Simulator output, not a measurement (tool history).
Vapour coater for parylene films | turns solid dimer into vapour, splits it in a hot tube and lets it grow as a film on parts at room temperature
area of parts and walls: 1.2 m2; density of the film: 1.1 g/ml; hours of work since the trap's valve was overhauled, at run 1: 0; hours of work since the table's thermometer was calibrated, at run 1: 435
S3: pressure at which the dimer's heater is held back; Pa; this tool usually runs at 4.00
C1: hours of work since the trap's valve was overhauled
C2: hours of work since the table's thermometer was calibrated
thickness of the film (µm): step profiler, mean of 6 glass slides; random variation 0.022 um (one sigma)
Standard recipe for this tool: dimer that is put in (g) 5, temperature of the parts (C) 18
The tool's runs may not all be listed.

run 1 day=0.000 | dimer_that_is_put_in_(g)=5 temperature_of_the_parts_(C)=18 S3=4.00 | C1=0 C2=435 | thickness_of_the_film_(µm)=1.92
run 2 day=1.188 | dimer_that_is_put_in_(g)=5 temperature_of_the_parts_(C)=18 S3=4.00 | C1=12 C2=447 | thickness_of_the_film_(µm)=1.89
run 3 day=3.417 | dimer_that_is_put_in_(g)=5 temperature_of_the_parts_(C)=18 S3=4.00 | C1=34 C2=469 | thickness_of_the_film_(µm)=1.89
run 4 day=5.538 | dimer_that_is_put_in_(g)=5 temperature_of_the_parts_(C)=10 S3=4.00 | C1=56 C2=491 | thickness_of_the_film_(µm)=2.31
run 5 day=7.296 | dimer_that_is_put_in_(g)=5 temperature_of_the_parts_(C)=10 S3=4.00 | C1=73 C2=508 | thickness_of_the_film_(µm)=2.24
run 6 day=9.346 | dimer_that_is_put_in_(g)=5 temperature_of_the_parts_(C)=18 S3=4.00 | C1=94 C2=529 | thickness_of_the_film_(µm)=1.94
run 7 day=11.650 | dimer_that_is_put_in_(g)=5 temperature_of_the_parts_(C)=18 S3=4.00 | C1=117 C2=552 | thickness_of_the_film_(µm)=1.91
run 8 day=12.975 | dimer_that_is_put_in_(g)=5 temperature_of_the_parts_(C)=18 S3=4.00 | C1=131 C2=565 | thickness_of_the_film_(µm)=1.86
run 9 day=14.292 | dimer_that_is_put_in_(g)=5 temperature_of_the_parts_(C)=18 S3=3.80 | C1=144 C2=579 | thickness_of_the_film_(µm)=1.89
run 10 day=15.767 | dimer_that_is_put_in_(g)=5 temperature_of_the_parts_(C)=18 S3=4.00 | C1=159 C2=594 | thickness_of_the_film_(µm)=1.87
run 11 day=17.671 | dimer_that_is_put_in_(g)=5 temperature_of_the_parts_(C)=18 S3=4.00 | C1=178 C2=613 | thickness_of_the_film_(µm)=1.85
run 12 day=19.271 | dimer_that_is_put_in_(g)=5 temperature_of_the_parts_(C)=23 S3=4.00 | C1=194 C2=629 | thickness_of_the_film_(µm)=1.66
run 13 day=20.654 | dimer_that_is_put_in_(g)=5 temperature_of_the_parts_(C)=23 S3=4.00 | C1=208 C2=643 | thickness_of_the_film_(µm)=1.68
run 14 day=22.883 | dimer_that_is_put_in_(g)=5 temperature_of_the_parts_(C)=18 S3=4.00 | C1=230 C2=665 | thickness_of_the_film_(µm)=1.84
run 15 day=25.271 | dimer_that_is_put_in_(g)=5 temperature_of_the_parts_(C)=18 S3=4.00 | C1=254 C2=689 | thickness_of_the_film_(µm)=1.78
run 16 day=26.583 | dimer_that_is_put_in_(g)=5 temperature_of_the_parts_(C)=18 S3=4.00 | C1=267 C2=702 | thickness_of_the_film_(µm)=1.81
run 17 day=28.704 | dimer_that_is_put_in_(g)=5 temperature_of_the_parts_(C)=18 S3=4.00 | C1=289 C2=724 | thickness_of_the_film_(µm)=1.84
run 18 day=30.712 | dimer_that_is_put_in_(g)=4 temperature_of_the_parts_(C)=18 S3=4.00 | C1=309 C2=744 | thickness_of_the_film_(µm)=1.43
run 19 day=32.154 | dimer_that_is_put_in_(g)=4 temperature_of_the_parts_(C)=18 S3=4.00 | C1=323 C2=758 | thickness_of_the_film_(µm)=1.48
-- day=33.967 trap's valve overhauled
run 20 day=33.967 | dimer_that_is_put_in_(g)=4 temperature_of_the_parts_(C)=18 S3=4.00 | C1=0 C2=775 | thickness_of_the_film_(µm)=1.53
run 21 day=36.371 | dimer_that_is_put_in_(g)=5 temperature_of_the_parts_(C)=18 S3=4.00 | C1=24 C2=799 | thickness_of_the_film_(µm)=1.89
run 22 day=38.012 | dimer_that_is_put_in_(g)=5 temperature_of_the_parts_(C)=22 S3=2.86 | C1=41 C2=816 | thickness_of_the_film_(µm)=1.76
run 23 day=40.100 | dimer_that_is_put_in_(g)=3 temperature_of_the_parts_(C)=17 S3=5.26 | C1=62 C2=837 | thickness_of_the_film_(µm)=1.13
run 24 day=41.254 | dimer_that_is_put_in_(g)=7 temperature_of_the_parts_(C)=11 S3=10.16 | C1=73 C2=848 | thickness_of_the_film_(µm)=2.88
run 25 day=43.533 | dimer_that_is_put_in_(g)=2 temperature_of_the_parts_(C)=11 S3=5.60 | C1=96 C2=871 | thickness_of_the_film_(µm)=0.90
run 26 day=45.646 | dimer_that_is_put_in_(g)=5 temperature_of_the_parts_(C)=18 S3=4.45 | C1=117 C2=892 | thickness_of_the_film_(µm)=1.88
run 27 day=47.733 | dimer_that_is_put_in_(g)=8 temperature_of_the_parts_(C)=18 S3=3.23 | C1=138 C2=913 | thickness_of_the_film_(µm)=3.02
run 28 day=49.667 | dimer_that_is_put_in_(g)=7 temperature_of_the_parts_(C)=16 S3=2.92 | C1=158 C2=933 | thickness_of_the_film_(µm)=2.81
run 29 day=50.733 | dimer_that_is_put_in_(g)=7 temperature_of_the_parts_(C)=16 S3=2.92 | C1=169 C2=944 | thickness_of_the_film_(µm)=2.81
run 30 day=51.800 | dimer_that_is_put_in_(g)=9 temperature_of_the_parts_(C)=11 S3=4.62 | C1=179 C2=954 | thickness_of_the_film_(µm)=3.87
run 31 day=53.429 | dimer_that_is_put_in_(g)=9 temperature_of_the_parts_(C)=11 S3=4.62 | C1=196 C2=971 | thickness_of_the_film_(µm)=3.84
run 32 day=55.596 | dimer_that_is_put_in_(g)=5 temperature_of_the_parts_(C)=26 S3=4.00 | C1=218 C2=993 | thickness_of_the_film_(µm)=1.51
run 33 day=56.633 | dimer_that_is_put_in_(g)=5 temperature_of_the_parts_(C)=26 S3=4.00 | C1=228 C2=1003 | thickness_of_the_film_(µm)=1.53
run 34 day=57.938 | dimer_that_is_put_in_(g)=3 temperature_of_the_parts_(C)=26 S3=3.08 | C1=241 C2=1016 | thickness_of_the_film_(µm)=0.90
run 35 day=58.983 | dimer_that_is_put_in_(g)=3 temperature_of_the_parts_(C)=22 S3=8.23 | C1=252 C2=1027 | thickness_of_the_film_(µm)=0.96
run 36 day=60.979 | dimer_that_is_put_in_(g)=5 temperature_of_the_parts_(C)=20 S3=4.00 | C1=272 C2=1047 | thickness_of_the_film_(µm)=1.69
run 37 day=63.221 | dimer_that_is_put_in_(g)=9 temperature_of_the_parts_(C)=12 S3=4.00 | C1=294 C2=1069 | thickness_of_the_film_(µm)=3.75
run 38 day=65.188 | dimer_that_is_put_in_(g)=9 temperature_of_the_parts_(C)=12 S3=4.00 | C1=314 C2=1089 | thickness_of_the_film_(µm)=3.71
run 39 day=66.283 | dimer_that_is_put_in_(g)=9 temperature_of_the_parts_(C)=20 S3=4.00 | C1=325 C2=1100 | thickness_of_the_film_(µm)=3.09
-- day=67.954 trap's valve overhauled
run 40 day=68.138 | dimer_that_is_put_in_(g)=9 temperature_of_the_parts_(C)=20 S3=4.00 | C1=2 C2=1117 | thickness_of_the_film_(µm)=3.28
run 41 day=69.554 | dimer_that_is_put_in_(g)=8 temperature_of_the_parts_(C)=18 S3=2.92 | C1=16 C2=1131 | thickness_of_the_film_(µm)=3.10
run 42 day=70.612 | dimer_that_is_put_in_(g)=4 temperature_of_the_parts_(C)=16 S3=2.92 | C1=27 C2=1142 | thickness_of_the_film_(µm)=1.64

Describe how what the log doesn't record of the tool's condition differs between the last listed run preceding each entry between runs and the first listed run following it.
Run 19 -> run 20: trap's valve overhauled (day 33.967)
  vapour lost through the trap's worn valve, %: 5.7 -> 0.2; true temperature of the parts over the reading, C: 0.12 -> 0.13
  measured result minus the result with no hidden state, thickness of the film (µm): -0.09 -> +0.00
Run 39 -> run 40: trap's valve overhauled (day 67.954)
  vapour lost through the trap's worn valve, %: 5.9 -> 0.5
  measured result minus the result with no hidden state, thickness of the film (µm): -0.21 -> -0.03
